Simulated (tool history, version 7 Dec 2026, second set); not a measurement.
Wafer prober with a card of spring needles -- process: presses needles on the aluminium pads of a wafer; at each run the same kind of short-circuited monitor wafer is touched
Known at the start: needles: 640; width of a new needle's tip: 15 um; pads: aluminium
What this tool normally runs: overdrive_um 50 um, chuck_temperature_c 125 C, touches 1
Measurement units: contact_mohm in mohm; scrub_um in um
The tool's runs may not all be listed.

{"run": 1, "hour": 0.0, "overdrive_um": 50, "chuck_temperature_c": 125, "touches": 1, "contact_mohm": 331, "scrub_um": 12.67}
{"hour": 11.6, "done": "tips cleaned on abrasive film"}
{"hour": 23.2, "done": "tips cleaned on abrasive film"}
{"hour": 34.8, "done": "tips cleaned on abrasive film"}
{"hour": 49.3, "done": "tips cleaned on abrasive film"}
{"run": 2, "hour": 58.7, "overdrive_um": 50, "chuck_temperature_c": 125, "touches": 1, "contact_mohm": 403, "scrub_um": 12.62}
{"hour": 61.7, "done": "tips cleaned on abrasive film"}
{"hour": 62.0, "done": "height of the first contact set anew"}
{"hour": 73.6, "done": "tips cleaned on abrasive film"}
{"hour": 85.2, "done": "tips cleaned on abrasive film"}
{"hour": 96.8, "done": "tips cleaned on abrasive film"}
{"run": 3, "hour": 102.1, "overdrive_um": 50, "chuck_temperature_c": 125, "touches": 1, "contact_mohm": 361, "scrub_um": 13.01}
{"hour": 110.9, "done": "tips cleaned on abrasive film"}
{"hour": 125.3, "done": "tips cleaned on abrasive film"}
{"run": 4, "hour": 136.2, "overdrive_um": 50, "chuck_temperature_c": 125, "touches": 1, "contact_mohm": 402, "scrub_um": 12.84}
{"hour": 139.1, "done": "tips cleaned on abrasive film"}
{"hour": 153.3, "done": "tips cleaned on abrasive film"}
{"hour": 167.7, "done": "tips cleaned on abrasive film"}
{"hour": 179.3, "done": "tips cleaned on abrasive film"}
{"run": 5, "hour": 188.7, "overdrive_um": 50, "chuck_temperature_c": 125, "touches": 1, "contact_mohm": 399, "scrub_um": 12.82}
{"hour": 191.7, "done": "tips cleaned on abrasive film"}
{"hour": 206.2, "done": "tips cleaned on abrasive film"}
{"hour": 220.6, "done": "tips cleaned on abrasive film"}
{"hour": 233.0, "done": "tips cleaned on abrasive film"}
{"run": 6, "hour": 233.0, "overdrive_um": 50, "chuck_temperature_c": 125, "touches": 1, "contact_mohm": 306, "scrub_um": 12.74}
{"hour": 247.5, "done": "tips cleaned on abrasive film"}
{"hour": 261.7, "done": "tips cleaned on abrasive film"}
{"hour": 270.6, "done": "height of the first contact set anew"}
{"hour": 276.5, "done": "tips cleaned on abrasive film"}
{"run": 7, "hour": 278.9, "overdrive_um": 50, "chuck_temperature_c": 125, "touches": 1, "contact_mohm": 339, "scrub_um": 13.0}
{"hour": 290.4, "done": "tips cleaned on abrasive film"}
{"hour": 302.0, "done": "tips cleaned on abrasive film"}
{"run": 8, "hour": 310.7, "overdrive_um": 50, "chuck_temperature_c": 125, "touches": 1, "contact_mohm": 399, "scrub_um": 12.92}
{"hour": 314.0, "done": "tips cleaned on abrasive film"}
{"hour": 328.4, "done": "tips cleaned on abrasive film"}
{"hour": 340.0, "done": "tips cleaned on abrasive film"}
{"hour": 351.6, "done": "tips cleaned on abrasive film"}
{"run": 9, "hour": 360.8, "overdrive_um": 50, "chuck_temperature_c": 125, "touches": 1, "contact_mohm": 406, "scrub_um": 12.81}
{"hour": 363.8, "done": "tips cleaned on abrasive film"}
{"hour": 375.4, "done": "tips cleaned on abrasive film"}
{"hour": 387.0, "done": "tips cleaned on abrasive film"}
{"hour": 401.4, "done": "tips cleaned on abrasive film"}
{"run": 10, "hour": 402.3, "overdrive_um": 50, "chuck_temperature_c": 125, "touches": 2, "contact_mohm": 309, "scrub_um": 12.72}
{"hour": 413.9, "done": "tips cleaned on abrasive film"}
{"hour": 428.4, "done": "tips cleaned on abrasive film"}
{"hour": 442.8, "done": "tips cleaned on abrasive film"}
{"hour": 456.9, "done": "tips cleaned on abrasive film"}
{"run": 11, "hour": 458.5, "overdrive_um": 50, "chuck_temperature_c": 76, "touches": 1, "contact_mohm": 324, "scrub_um": 12.6}
{"hour": 469.9, "done": "tips cleaned on abrasive film"}
{"hour": 478.6, "done": "height of the first contact set anew"}
{"hour": 484.5, "done": "tips cleaned on abrasive film"}
{"run": 12, "hour": 487.2, "overdrive_um": 50, "chuck_temperature_c": 50, "touches": 1, "contact_mohm": 332, "scrub_um": 12.97}
{"hour": 498.8, "done": "tips cleaned on abrasive film"}
{"hour": 512.8, "done": "tips cleaned on abrasive film"}
{"run": 13, "hour": 519.0, "overdrive_um": 50, "chuck_temperature_c": 50, "touches": 1, "contact_mohm": 375, "scrub_um": 12.91}
{"hour": 524.9, "done": "tips cleaned on abrasive film"}
{"hour": 539.4, "done": "tips cleaned on abrasive film"}
{"hour": 553.8, "done": "tips cleaned on abrasive film"}
{"hour": 568.3, "done": "tips cleaned on abrasive film"}
{"hour": 582.2, "done": "tips cleaned on abrasive film"}
{"run": 14, "hour": 582.2, "overdrive_um": 32, "chuck_temperature_c": 50, "touches": 1, "contact_mohm": 330, "scrub_um": 8.07}
{"hour": 596.7, "done": "tips cleaned on abrasive film"}
{"hour": 608.3, "done": "tips cleaned on abrasive film"}
{"run": 15, "hour": 616.8, "overdrive_um": 32, "chuck_temperature_c": 50, "touches": 1, "contact_mohm": 593, "scrub_um": 8.03}
{"hour": 622.7, "done": "tips cleaned on abrasive film"}
{"hour": 634.3, "done": "tips cleaned on abrasive film"}
{"hour": 648.6, "done": "tips cleaned on abrasive film"}
{"run": 16, "hour": 657.6, "overdrive_um": 68, "chuck_temperature_c": 50, "touches": 1, "contact_mohm": 349, "scrub_um": 17.37}
{"hour": 660.5, "done": "tips cleaned on abrasive film"}
{"hour": 672.1, "done": "tips cleaned on abrasive film"}
{"hour": 683.7, "done": "tips cleaned on abrasive film"}
{"hour": 686.7, "done": "height of the first contact set anew"}
{"run": 17, "hour": 686.7, "overdrive_um": 43, "chuck_temperature_c": 87, "touches": 2, "contact_mohm": 335, "scrub_um": 11.22}
{"hour": 698.3, "done": "tips cleaned on abrasive film"}
{"hour": 709.9, "done": "tips cleaned on abrasive film"}
{"run": 18, "hour": 714.7, "overdrive_um": 43, "chuck_temperature_c": 66, "touches": 2, "contact_mohm": 348, "scrub_um": 11.15}
{"hour": 723.4, "done": "tips cleaned on abrasive film"}
{"hour": 735.0, "done": "tips cleaned on abrasive film"}
{"hour": 749.4, "done": "tips cleaned on abrasive film"}
{"hour": 761.0, "done": "tips cleaned on abrasive film"}
{"run": 19, "hour": 762.5, "overdrive_um": 50, "chuck_temperature_c": 125, "touches": 2, "contact_mohm": 317, "scrub_um": 12.87}
{"hour": 774.1, "done": "tips cleaned on abrasive film"}
{"hour": 788.4, "done": "tips cleaned on abrasive film"}
{"hour": 802.4, "done": "tips cleaned on abrasive film"}
{"run": 20, "hour": 802.4, "overdrive_um": 37, "chuck_temperature_c": 50, "touches": 2, "contact_mohm": 294, "scrub_um": 9.36}
{"hour": 814.0, "done": "tips cleaned on abrasive film"}
{"hour": 828.5, "done": "tips cleaned on abrasive film"}
{"hour": 842.9, "done": "tips cleaned on abrasive film"}
{"run": 21, "hour": 846.9, "overdrive_um": 37, "chuck_temperature_c": 50, "touches": 2, "contact_mohm": 376, "scrub_um": 9.26}
{"hour": 855.6, "done": "tips cleaned on abrasive film"}
{"hour": 867.2, "done": "tips cleaned on abrasive film"}
{"hour": 881.7, "done": "tips cleaned on abrasive film"}
{"hour": 896.1, "done": "tips cleaned on abrasive film"}
{"hour": 896.4, "done": "height of the first contact set anew"}
{"run": 22, "hour": 900.2, "overdrive_um": 37, "chuck_temperature_c": 115, "touches": 2, "contact_mohm": 377, "scrub_um": 9.59}
{"hour": 908.9, "done": "tips cleaned on abrasive film"}
{"hour": 920.5, "done": "tips cleaned on abrasive film"}
{"hour": 934.8, "done": "tips cleaned on abrasive film"}
{"hour": 949.3, "done": "tips cleaned on abrasive film"}
{"run": 23, "hour": 957.6, "overdrive_um": 37, "chuck_temperature_c": 42, "touches": 2, "contact_mohm": 422, "scrub_um": 9.57}

Estimate the outcome of run 24 from the log above:
{"hour": 963.5, "done": "tips cleaned on abrasive film"}
{"hour": 975.1, "done": "tips cleaned on abrasive film"}
{"hour": 989.6, "done": "tips cleaned on abrasive film"}
{"run": 24, "hour": 990.1, "overdrive_um": 37, "chuck_temperature_c": 42, "touches": 2, "contact_mohm": "?", "scrub_um": "?"}

{"run 24": {"contact_mohm": 319, "scrub_um": 9.48}}
The same run, on a tool lacking any hidden state, would have yielded contact_mohm 271 mohm, scrub_um 9.70 um.
